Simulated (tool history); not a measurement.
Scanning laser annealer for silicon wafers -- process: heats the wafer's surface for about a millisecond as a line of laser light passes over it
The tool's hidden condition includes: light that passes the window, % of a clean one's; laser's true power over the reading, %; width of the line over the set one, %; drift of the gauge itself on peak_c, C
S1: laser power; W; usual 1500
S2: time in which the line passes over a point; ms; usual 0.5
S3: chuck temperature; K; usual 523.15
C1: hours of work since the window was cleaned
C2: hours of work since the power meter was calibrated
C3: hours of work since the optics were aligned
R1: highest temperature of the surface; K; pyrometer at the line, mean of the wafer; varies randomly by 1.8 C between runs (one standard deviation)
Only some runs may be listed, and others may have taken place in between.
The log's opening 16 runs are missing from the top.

run	day	S1	S2	S3	C1	C2	C3	R1
17	53.546	1500	0.5	523.15	323	2037	814	1227.15
18	55.25	1500	0.5	523.15	345	2058	836	1227.15
19	59.288	1500	0.5	523.15	395	2109	886	1221.15
20	63.208	1500	0.5	523.15	444	2158	935	1218.15
# day 63.504: laser's power meter calibrated
21	65.883	1500	0.5	523.15	476	30	967	1214.15
22	67.875	1500	0.5	523.15	501	55	992	1210.15
23	69.975	1574	0.564	514.15	528	81	1019	1295.15
24	72.825	1347	0.5	557.15	563	117	1054	1152.15
# day 73.758: window over the wafer cleaned
25	75.312	1325	0.427	555.15	19	147	1084	1116.15
# day 76.496: laser's power meter calibrated, once more
26	77.667	1417	0.511	523.15	47	15	1112	1207.15
27	79.992	1637	0.437	523.15	77	44	1141	1275.15

Forecast run 28:
28	82.333	1552	0.467	520.15	106	73	1171	?

For run 28 the tool returned R1 1246.15 K.
The same run, on a tool lacking any hidden state, would have yielded R1 1264.15 K.

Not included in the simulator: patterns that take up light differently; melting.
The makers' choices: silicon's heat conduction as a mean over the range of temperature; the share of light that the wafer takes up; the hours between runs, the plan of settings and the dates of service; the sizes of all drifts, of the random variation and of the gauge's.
